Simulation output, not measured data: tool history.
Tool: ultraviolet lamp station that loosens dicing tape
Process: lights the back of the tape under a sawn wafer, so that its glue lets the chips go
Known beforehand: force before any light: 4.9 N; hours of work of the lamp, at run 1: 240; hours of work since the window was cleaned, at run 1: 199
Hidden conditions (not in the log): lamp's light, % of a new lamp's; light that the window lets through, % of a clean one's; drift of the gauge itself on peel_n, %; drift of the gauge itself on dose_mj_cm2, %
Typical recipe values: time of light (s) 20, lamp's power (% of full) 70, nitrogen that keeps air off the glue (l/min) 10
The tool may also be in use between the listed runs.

run,hour,time of light (s),lamp's power (% of full),nitrogen that keeps air off the glue (l/min),hours of work of the lamp,hours of work since the window was cleaned,force that peels the tape off (N),light that reached the tape (J/m2)
1,0.0,20,70,10,240,199,0.347,4480
2,6.4,20,70,10,245,204,0.350,4410
3,16.5,20,70,9,253,212,0.371,4490
4,23.0,20,70,9,258,217,0.371,4430
5,28.9,20,70,9,262,221,0.372,4440
6,33.4,20,70,9,266,225,0.372,4450
7,38.9,20,70,9,270,229,0.379,4450
8,46.8,20,70,10,276,235,0.333,4380
9,55.9,20,70,10,283,242,0.348,4410
10,63.9,20,70,10,289,248,0.362,4430
11,73.0,20,70,10,296,255,0.354,4380
12,77.7,20,70,10,300,259,0.355,4350
# hour 79.1: window cleaned of glue's vapour
13,86.3,20,70,10,306,6,0.378,4250
14,94.8,20,78,6,313,12,0.435,4760
15,105.5,32,78,6,321,21,0.241,7590
# hour 110.4: window cleaned of glue's vapour, once more
16,114.4,34,70,5,328,3,0.276,7860
17,122.3,38,70,5,334,9,0.239,8640
18,127.5,38,92,5,338,13,0.223,11340
19,132.2,33,92,20,342,17,0.211,9850
20,141.7,20,90,5,349,24,0.358,5810
21,147.3,17,68,7,353,29,0.551,3700
22,158.1,25,97,10,362,37,0.223,7930
23,163.4,20,81,10,366,41,0.276,5140
24,169.6,20,81,10,371,46,0.291,5150
25,176.9,11,81,7,376,52,0.864,2850

Below are 5 alternative next runs, each starting from the tool's condition after run 25. Predict each:
A,185.7,23,70,4,383,59,?,?
B,185.7,24,61,7,383,59,?,?
C,185.7,11,68,7,383,59,?,?
D,185.7,15,94,5,383,59,?,?
E,185.7,13,88,6,383,59,?,?

run,force that peels the tape off (N),light that reached the tape (J/m2)
A,0.498,5150
B,0.408,4700
C,1.139,2390
D,0.529,4520
E,0.646,3660
Without the tool's hidden state the same runs would have given:
run,force that peels the tape off (N),light that reached the tape (J/m2)
A,0.453,5480
B,0.374,4990
C,1.048,2540
D,0.481,4810
E,0.586,3890
